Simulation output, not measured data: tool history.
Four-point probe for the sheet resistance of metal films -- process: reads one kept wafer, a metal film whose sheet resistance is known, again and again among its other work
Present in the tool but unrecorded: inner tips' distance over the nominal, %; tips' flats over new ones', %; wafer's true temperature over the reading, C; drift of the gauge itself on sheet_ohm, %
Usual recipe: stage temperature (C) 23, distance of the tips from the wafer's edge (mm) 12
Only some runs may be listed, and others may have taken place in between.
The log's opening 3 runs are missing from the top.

run	day	stage temperature (C)	distance of the tips from the wafer's edge (mm)	touches since the probe head was changed	hours of work since the stage's thermometer was calibrated	sheet resistance as the instrument gives it (ohm/square)
4	2.375	23	12	6808	753	14.993266
5	3.404	33	12	7200	767	15.129995
6	4.029	33	12	7437	775	15.135914
7	4.783	33	12	7724	785	15.133324
8	5.908	33	12	8153	799	15.138227
9	6.558	23	12	8399	808	14.993425
10	7.154	23	12	8626	816	14.99552
11	8.125	23	12	8995	828	14.99581
12	9.129	27	12	9378	842	15.053173
13	10.254	27	7	9805	856	15.229377
14	11.008	23	12	10092	866	14.9937
15	12.196	23	12	10544	882	14.99631
16	13.025	23	23	10859	893	14.937771
17	13.917	23	12	11199	904	14.993418
18	14.721	25	12	11505	915	15.02805
19	15.917	25	12	11960	931	15.032349
20	16.462	20	3	12167	938	16.157693
21	17.679	20	3	12630	954	16.162281
22	18.692	20	8	13015	967	15.064802
23	19.3	24	13	13247	975	14.999965
24	20.196	34	23	13588	987	15.095112
25	20.738	32	21	13794	994	15.07099
26	21.375	22	38	14036	1002	14.904013
27	22.583	33	25	14496	1018	15.071156
28	23.083	33	25	14687	1024	15.079596

Predict the results of run 29:
29	23.654	26	12	14903	1032	?

{"run 29": {"sheet resistance as the instrument gives it (ohm/square)": 15.042194}}
Were there no unlogged condition in the tool, this run, its random variation unchanged, would have produced sheet resistance as the instrument gives it (ohm/square) 15.040896.

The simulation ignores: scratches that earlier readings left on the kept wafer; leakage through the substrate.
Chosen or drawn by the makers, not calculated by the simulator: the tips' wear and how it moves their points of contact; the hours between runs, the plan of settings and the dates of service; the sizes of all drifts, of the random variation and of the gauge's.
